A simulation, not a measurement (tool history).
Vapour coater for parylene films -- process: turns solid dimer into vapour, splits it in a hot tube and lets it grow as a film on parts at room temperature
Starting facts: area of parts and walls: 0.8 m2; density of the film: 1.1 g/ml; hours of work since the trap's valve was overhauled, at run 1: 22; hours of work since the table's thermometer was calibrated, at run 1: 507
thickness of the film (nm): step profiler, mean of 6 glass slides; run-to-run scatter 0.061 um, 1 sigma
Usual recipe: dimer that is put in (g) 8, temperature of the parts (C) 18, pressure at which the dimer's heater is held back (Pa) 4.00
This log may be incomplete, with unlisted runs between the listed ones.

run,hour,dimer that is put in (g),temperature of the parts (C),pressure at which the dimer's heater is held back (Pa),hours of work since the trap's valve was overhauled,hours of work since the table's thermometer was calibrated,thickness of the film (nm)
1,0.0,8,18,4.00,22,507,7170
2,54.8,8,18,4.00,59,544,7230
3,90.7,8,13,4.00,84,569,8630
4,155.2,8,13,4.00,127,612,8540
5,225.7,8,13,4.00,175,660,8410
6,277.2,8,13,4.00,209,694,8310
7,315.3,8,13,4.00,235,720,8280
# hour 354.4: trap's valve overhauled
8,374.6,8,18,4.00,14,757,7210
9,439.2,8,18,4.00,57,801,7080
10,505.2,8,18,4.00,102,846,7060
11,549.0,8,18,4.00,131,875,6910
12,610.7,8,18,4.00,173,917,6890
13,644.7,8,18,4.00,196,940,6940
14,690.3,8,11,4.00,227,970,8390
15,720.2,8,11,4.00,247,991,8230
# hour 742.3: trap's valve overhauled
16,780.2,9,15,3.36,26,1028,9340
17,839.3,11,23,2.68,65,1068,8600
18,881.7,5,26,2.68,94,1097,3430
19,912.2,7,11,7.34,115,1117,7620
20,983.7,11,14,4.25,163,1166,11170
21,1032.9,8,23,5.84,196,1199,5410
22,1077.1,3,22,4.00,226,1229,2170

Forecast each of these 4 alternatives for the next run:
A,1110.1,3,22,9.90,248,1251,?
B,1110.1,11,18,4.00,248,1251,?
C,1110.1,5,18,4.00,248,1251,?
D,1110.1,8,18,4.49,248,1251,?

run,thickness of the film (nm)
A,1950
B,9510
C,4220
D,6580
With the hidden condition removed and each run's random variation left untouched, the same runs would have given:
run,thickness of the film (nm)
A,2050
B,9970
C,4430
D,6900

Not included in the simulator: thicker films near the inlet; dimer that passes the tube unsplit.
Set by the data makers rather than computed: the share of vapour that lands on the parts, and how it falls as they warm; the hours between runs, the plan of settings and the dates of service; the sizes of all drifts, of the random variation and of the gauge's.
